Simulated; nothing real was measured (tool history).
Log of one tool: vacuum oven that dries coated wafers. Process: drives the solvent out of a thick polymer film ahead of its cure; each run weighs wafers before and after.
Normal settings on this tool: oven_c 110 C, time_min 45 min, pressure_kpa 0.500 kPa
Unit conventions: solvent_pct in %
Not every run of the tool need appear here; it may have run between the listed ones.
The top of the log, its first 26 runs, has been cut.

run    hour  oven_c  time_min  pressure_kpa  hours of work since the thermocouples were calibrated  hours of work since the vacuum gauge was cleaned of residue  solvent_pct
 27  2388.6     120        24         0.268                                                    627                                                         2547        1.210
 28  2515.1     109        45         0.959                                                    712                                                         2632        1.378
 29  2583.3     123        34         0.442                                                    758                                                         2677        0.432
 30  2703.6     110        45         0.500                                                    839                                                         2758        1.114
 31  2818.1     105        30         0.512                                                    916                                                         2835        3.539
 32  2914.8     117        74         1.394                                                    981                                                         2900        0.586
 33  2975.4     117        74         1.394                                                   1022                                                         2941        0.610
 34  3056.3      96        41         1.319                                                   1076                                                         2995        4.928
 35  3111.8     119        66         0.647                                                   1113                                                         3032        0.404
 36  3184.8     124        67         0.500                                                   1162                                                         3081        0.324
     3195.8  -- vacuum gauge cleaned of residue and calibrated
 37  3303.9     124        67         0.500                                                   1241                                                           73        0.094
     3328.9  -- oven's thermocouples calibrated
 38  3417.2     121        80         0.500                                                     59                                                          147        0.123
 39  3525.5     121        80         0.500                                                    132                                                          220        0.134
 40  3626.3     110        45         0.274                                                    200                                                          288        0.857

Predict each of these 4 candidate next runs independently; none follows another, all start after run 40:
  A  3728.1     110        45         0.359                                                    268                                                          356            ?
  B  3728.1      99        40         1.892                                                    268                                                          356            ?
  C  3728.1     115        45         0.274                                                    268                                                          356            ?
  D  3728.1     110        45         0.670                                                    268                                                          356            ?

run  solvent_pct
  A        0.887
  B        4.329
  C        0.410
  D        0.994
The same runs, with their run-to-run variation unchanged, on a tool lacking any hidden condition would have given:
run  solvent_pct
  A        0.896
  B        4.394
  C        0.403
  D        1.004
